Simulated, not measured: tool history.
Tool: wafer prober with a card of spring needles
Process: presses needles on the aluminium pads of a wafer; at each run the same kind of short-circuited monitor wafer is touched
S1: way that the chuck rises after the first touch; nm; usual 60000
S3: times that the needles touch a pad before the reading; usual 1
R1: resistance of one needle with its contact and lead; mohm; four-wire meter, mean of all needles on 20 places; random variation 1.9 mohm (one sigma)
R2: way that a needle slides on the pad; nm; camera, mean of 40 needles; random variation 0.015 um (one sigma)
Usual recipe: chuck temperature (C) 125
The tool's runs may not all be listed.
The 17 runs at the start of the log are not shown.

-- hour=311 tips cleaned on abrasive film
run 18 hour=313.3 | S1=79000 chuck_temperature_(C)=55 S3=1 | R1=184 R2=20830
run 19 hour=328.5 | S1=71000 chuck_temperature_(C)=27 S3=3 | R1=182 R2=18700
run 20 hour=347 | S1=45000 chuck_temperature_(C)=26 S3=2 | R1=201 R2=11820
-- hour=354.1 tips cleaned on abrasive film
run 21 hour=360.5 | S1=53000 chuck_temperature_(C)=98 S3=3 | R1=197 R2=13930
run 22 hour=377.2 | S1=53000 chuck_temperature_(C)=98 S3=3 | R1=205 R2=13920
run 23 hour=393.3 | S1=53000 chuck_temperature_(C)=98 S3=3 | R1=201 R2=13940
-- hour=397.8 tips cleaned on abrasive film
run 24 hour=410.7 | S1=51000 chuck_temperature_(C)=38 S3=1 | R1=198 R2=13380
run 25 hour=432.5 | S1=41000 chuck_temperature_(C)=38 S3=1 | R1=220 R2=10750
-- hour=442.4 tips cleaned on abrasive film
run 26 hour=460.9 | S1=41000 chuck_temperature_(C)=38 S3=1 | R1=213 R2=10700
run 27 hour=476.7 | S1=41000 chuck_temperature_(C)=38 S3=1 | R1=220 R2=10740
-- hour=485.2 tips cleaned on abrasive film
run 28 hour=496.2 | S1=49000 chuck_temperature_(C)=42 S3=1 | R1=202 R2=12820
run 29 hour=510.2 | S1=49000 chuck_temperature_(C)=42 S3=1 | R1=207 R2=12810
run 30 hour=525.8 | S1=49000 chuck_temperature_(C)=42 S3=1 | R1=209 R2=12820
-- hour=529.4 tips cleaned on abrasive film
-- hour=535.4 height of the first contact set anew
run 31 hour=541.6 | S1=79000 chuck_temperature_(C)=125 S3=1 | R1=204 R2=20880
run 32 hour=564.1 | S1=66000 chuck_temperature_(C)=61 S3=1 | R1=199 R2=17470
-- hour=572.6 tips cleaned on abrasive film
run 33 hour=582.7 | S1=51000 chuck_temperature_(C)=51 S3=1 | R1=196 R2=13480

Forecast each of these 3 alternatives for the next run:
run A hour=608 | S1=60000 chuck_temperature_(C)=33 S3=1 | R1=? R2=?
run B hour=608 | S1=76000 chuck_temperature_(C)=51 S3=1 | R1=? R2=?
run C hour=608 | S1=75000 chuck_temperature_(C)=48 S3=1 | R1=? R2=?

run=A R1=198 R2=15850
run=B R1=191 R2=20130
run=C R1=192 R2=19870
With the hidden condition removed and each run's random variation left untouched, the same runs would have given:
run=A R1=180 R2=15870
run=B R1=179 R2=20150
run=C R1=180 R2=19880

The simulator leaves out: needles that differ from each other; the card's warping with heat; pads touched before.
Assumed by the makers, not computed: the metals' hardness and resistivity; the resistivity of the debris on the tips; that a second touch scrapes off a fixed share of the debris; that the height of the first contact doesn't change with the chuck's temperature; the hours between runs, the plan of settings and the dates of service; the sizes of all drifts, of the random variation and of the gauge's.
